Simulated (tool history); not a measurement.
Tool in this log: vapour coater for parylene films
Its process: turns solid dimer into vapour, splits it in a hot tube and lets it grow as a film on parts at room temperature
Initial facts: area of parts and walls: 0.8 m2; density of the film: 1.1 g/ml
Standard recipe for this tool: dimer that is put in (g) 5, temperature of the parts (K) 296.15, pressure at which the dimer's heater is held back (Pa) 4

| run | hour | dimer that is put in (g) | temperature of the parts (K) | pressure at which the dimer's heater is held back (Pa) | thickness of the film (nm) |
|---|---|---|---|---|---|
| 1 | 0 | 5 | 296.15 | 4 | 4410 |
| 2 | 19.5 | 5 | 296.15 | 4 | 4490 |
| 3 | 36.3 | 5 | 305.15 | 4 | 3810 |
| 4 | 69.6 | 6 | 296.15 | 4 | 5320 |
| 5 | 100.5 | 6 | 296.15 | 4 | 5220 |
| 6 | 127.8 | 5 | 296.15 | 2.98 | 4640 |
| 7 | 144.4 | 5 | 296.15 | 2.98 | 4560 |
| 8 | 172.1 | 5 | 296.15 | 2.98 | 4500 |
| 9 | 197.2 | 5 | 296.15 | 2.98 | 4590 |
| 10 | 225 | 5 | 296.15 | 4 | 4320 |
| 11 | 240.1 | 5 | 296.15 | 4 | 4190 |
| 12 | 273.6 | 5 | 296.15 | 4 | 4220 |
| 13 | 292.6 | 5 | 296.15 | 4 | 4160 |
| 14 | 314.9 | 5 | 296.15 | 4 | 4090 |
| 15 | 338 | 5 | 296.15 | 4 | 4110 |
| 16 | 370.1 | 5 | 296.15 | 4 | 4030 |
| 17 | 401.9 | 5 | 296.15 | 4 | 4010 |
| 18 | 424 | 5 | 296.15 | 4 | 4030 |
| 19 | 438.7 | 5 | 296.15 | 4 | 3970 |
| 20 | 459.9 | 5 | 296.15 | 4 | 4000 |
| 21 | 481.3 | 5 | 296.15 | 4 | 3980 |
|  | 509.3 | trap's valve overhauled |
| 22 | 518.8 | 5 | 296.15 | 4 | 4510 |
| 23 | 546.2 | 5 | 296.15 | 4 | 4450 |
| 24 | 563.9 | 5 | 296.15 | 4 | 4440 |
| 25 | 587.8 | 5 | 297.15 | 6.58 | 3850 |
| 26 | 613.4 | 3 | 296.15 | 7.17 | 2280 |
| 27 | 642.1 | 3 | 293.15 | 2.13 | 3150 |
| 28 | 658.9 | 3 | 296.15 | 3.9 | 2600 |
| 29 | 695.4 | 5 | 300.15 | 5.21 | 3810 |
| 30 | 720.3 | 3 | 288.15 | 2.49 | 3110 |
| 31 | 739.7 | 3 | 288.15 | 2.49 | 3180 |
| 32 | 775.4 | 2 | 289.15 | 2.49 | 2090 |
| 33 | 805.4 | 5 | 289.15 | 10.04 | 3850 |
| 34 | 827.5 | 5 | 289.15 | 10.04 | 3780 |
| 35 | 848 | 4 | 289.15 | 10.04 | 3030 |
| 36 | 874.5 | 4 | 303.15 | 2.39 | 3300 |
| 37 | 910.9 | 5 | 300.15 | 7.07 | 3400 |
| 38 | 932 | 7 | 300.15 | 7.07 | 4600 |
| 39 | 968.4 | 2 | 296.15 | 4 | 1610 |
| 40 | 1001 | 6 | 296.15 | 4 | 4770 |
|  | 1034 | trap's valve overhauled |
| 41 | 1036.2 | 6 | 296.15 | 4.65 | 5130 |
| 42 | 1057 | 5 | 299.15 | 11.34 | 3340 |
| 43 | 1090.5 | 6 | 299.15 | 10.94 | 3990 |
| 44 | 1109.1 | 5 | 293.15 | 3.07 | 4960 |
| 45 | 1137.4 | 7 | 289.15 | 5.81 | 6260 |
| 46 | 1152.1 | 2 | 289.15 | 4 | 1960 |
| 47 | 1176.3 | 2 | 289.15 | 4 | 1990 |

Branching from run 47: 3 alternative next runs. What would each branch give?
| A | 1200.9 | 4 | 296.15 | 9.59 | ? |
| B | 1200.9 | 7 | 296.15 | 4 | ? |
| C | 1200.9 | 3 | 289.15 | 4 | ? |

| run | thickness of the film (nm) |
|---|---|
| A | 2860 |
| B | 6060 |
| C | 2890 |
What these runs would have given with no unlogged condition in the tool:
| run | thickness of the film (nm) |
|---|---|
| A | 2950 |
| B | 6230 |
| C | 2980 |
